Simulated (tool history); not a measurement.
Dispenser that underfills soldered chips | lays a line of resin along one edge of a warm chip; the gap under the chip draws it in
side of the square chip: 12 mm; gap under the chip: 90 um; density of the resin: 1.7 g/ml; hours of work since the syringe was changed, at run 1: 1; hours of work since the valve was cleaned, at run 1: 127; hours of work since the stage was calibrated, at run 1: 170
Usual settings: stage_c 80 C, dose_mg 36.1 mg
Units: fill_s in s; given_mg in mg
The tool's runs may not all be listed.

run   hour  stage_c  dose_mg  hours of work since the syringe was changed  hours of work since the valve was cleaned  hours of work since the stage was calibrated  fill_s  given_mg
  1    0.0       80     36.1                                            1                                        127                                           170   107.7     33.52
  2    3.6       80     36.1                                            4                                        129                                           173   119.9     33.53
  3    8.1       80     36.1                                            7                                        133                                           176   137.7     33.42
       8.8  -- new syringe of resin
       9.8  -- dispensing valve cleaned and set on the balance
  4   12.9       80     36.1                                            2                                          2                                           179   112.4     35.87
  5   18.7       80     36.1                                            7                                          7                                           183   137.5     36.04
      20.1  -- new syringe of resin
  6   24.8       80     36.1                                            3                                         11                                           188   120.6     36.00
  7   28.6       80     36.1                                            6                                         14                                           191   135.6     35.87
      30.7  -- new syringe of resin
  8   35.4       80     36.1                                            3                                         19                                           195   115.7     35.87
      40.9  -- new syringe of resin
  9   43.0       80     36.1                                            2                                         24                                           201   106.4     35.68
 10   48.4       80     36.1                                            6                                         28                                           205   130.1     35.45
      51.2  -- new syringe of resin
 11   53.9       80     36.1                                            2                                         32                                           209   110.1     35.58
 12   60.4       66     36.1                                            7                                         37                                           214   261.7     35.62
      61.5  -- new syringe of resin
 13   66.7       66     36.1                                            4                                         41                                           218   228.9     35.59
      71.8  -- new syringe of resin
 14   71.8       93     32.3                                            0                                         45                                           222    59.7     31.40
 15   77.5       83     32.0                                            4                                         49                                           226   111.2     31.14
      81.9  -- new syringe of resin
 16   83.8       82     42.6                                            1                                         54                                           230    97.7     41.41
 17   88.6       85     32.1                                            5                                         57                                           234   101.3     31.27
      92.1  -- new syringe of resin
 18   92.6       88     31.5                                            0                                         60                                           237    72.3     30.56
 19   98.9       91     31.7                                            5                                         65                                           241    78.7     30.83
     102.7  -- new syringe of resin
 20  105.2       91     41.0                                            2                                         69                                           246    65.8     39.54
 21  111.2       94     38.1                                            6                                         74                                           250    70.6     36.73
     113.2  -- new syringe of resin
 22  118.2       94     38.1                                            4                                         79                                           255    62.6     36.52

The same runs without the tool's hidden state, with the same run-to-run variation:
The hidden state here: resin's viscosity, % of fresh resin's; dose that the valve gives, % of what is set; true chip temperature over the reading, C; drift of the gauge itself on fill_s, %; drift of the gauge itself on given_mg, %.
run  fill_s  given_mg
  1   106.8     36.17
  2   105.7     36.24
  3   104.5     36.20
  4   107.5     35.86
  5   108.6     36.11
  6   108.2     36.16
  7   107.3     36.09
  8   106.7     36.19
  9   105.7     36.11
 10   108.1     35.96
 11   106.0     36.16
 12   204.6     36.30
 13   206.1     36.36
 14    62.5     32.14
 15    96.9     31.95
 16    98.3     42.59
 17    86.4     32.24
 18    76.5     31.55
 19    67.6     31.92
 20    65.5     41.05
 21    57.5     38.23
 22    57.9     38.12
